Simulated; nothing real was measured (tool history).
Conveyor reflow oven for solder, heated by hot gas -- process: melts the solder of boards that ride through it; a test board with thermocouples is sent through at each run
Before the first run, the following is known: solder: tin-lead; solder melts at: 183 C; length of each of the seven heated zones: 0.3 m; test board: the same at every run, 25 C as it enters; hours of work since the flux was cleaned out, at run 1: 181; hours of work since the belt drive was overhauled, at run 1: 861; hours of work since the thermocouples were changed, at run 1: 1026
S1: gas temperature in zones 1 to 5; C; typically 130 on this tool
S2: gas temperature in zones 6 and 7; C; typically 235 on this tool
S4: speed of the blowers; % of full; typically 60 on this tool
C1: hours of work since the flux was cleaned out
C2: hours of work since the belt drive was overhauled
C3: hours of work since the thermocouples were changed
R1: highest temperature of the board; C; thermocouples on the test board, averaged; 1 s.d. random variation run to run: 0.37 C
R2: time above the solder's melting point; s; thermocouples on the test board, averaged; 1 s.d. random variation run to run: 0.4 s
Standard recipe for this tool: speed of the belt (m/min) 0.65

Run 1, day 0: usual settings; C1 181; C2 861; C3 1026. Result: R1 215.2 C, R2 38.4 s.
Run 2, day 1.358: usual settings; C1 202; C2 881; C3 1046. Result: R1 215.6 C, R2 38.8 s.
Run 3, day 2.367: usual settings; C1 217; C2 897; C3 1062. Result: R1 215 C, R2 37.9 s.
Run 4, day 3.621: usual settings; C1 236; C2 916; C3 1081. Result: R1 214.9 C, R2 39 s.
Run 5, day 4.45: usual settings; C1 249; C2 928; C3 1093. Result: R1 214.6 C, R2 37.8 s.
Run 6, day 6.192: usual settings but S1 120 C; C1 275; C2 955; C3 1120. Result: R1 212.3 C, R2 34.5 s.
At day 7.029: thermocouples of zones 6 and 7 changed.
Run 7, day 7.412: usual settings but speed of the belt (m/min) 0.657, S4 81 % of full; C1 293; C2 972; C3 6. Result: R1 218.8 C, R2 41.1 s.
Run 8, day 9.408: usual settings but speed of the belt (m/min) 0.657, S4 81 % of full; C1 323; C2 1003; C3 36. Result: R1 218.6 C, R2 40.8 s.
At day 9.938: flux residue cleaned out of gas plates and filters.
Run 9, day 10.879: usual settings but S1 134 C, speed of the belt (m/min) 0.742, S4 88 % of full; C1 14; C2 1022; C3 55. Result: R1 219.5 C, R2 37.6 s.
Run 10, day 11.792: usual settings but S1 144 C, speed of the belt (m/min) 0.742, S4 57 % of full; C1 28; C2 1036; C3 69. Result: R1 211.1 C, R2 33.6 s.
Run 11, day 13.408: usual settings but S1 139 C, speed of the belt (m/min) 0.697; C1 53; C2 1060; C3 94. Result: R1 213.1 C, R2 37.8 s.
Run 12, day 15.096: usual settings but S1 121 C, speed of the belt (m/min) 0.549; C1 79; C2 1086; C3 120. Result: R1 218.2 C, R2 46.3 s.

Below, some changes in R1 between adjacent runs. For each, the amount present without the hidden state too (settings, incoming material, random variation) and the amount remaining for the hidden state with gauge scatter not shared by both compared results:
The tool's hidden condition here consists of: heat that the gas passes to the board, % of a clean oven's; belt's true speed, % of the reading; true gas temperature in zones 6 and 7 over the reading, C; drift of the gauge itself on peak_c, C; drift of the gauge itself on liquid_s, %.
Run 6 -> 7: S1 120 -> 130, speed of the belt (m/min) 0.65 -> 0.657, S4 60 -> 81, thermocouples of zones 6 and 7 changed. R1 +6.5 C: hidden state -3.2, all else +9.7.
Run 9 -> 10: S1 134 -> 144, S4 88 -> 57. R1 -8.4 C: hidden state +0.2, all else -8.6.
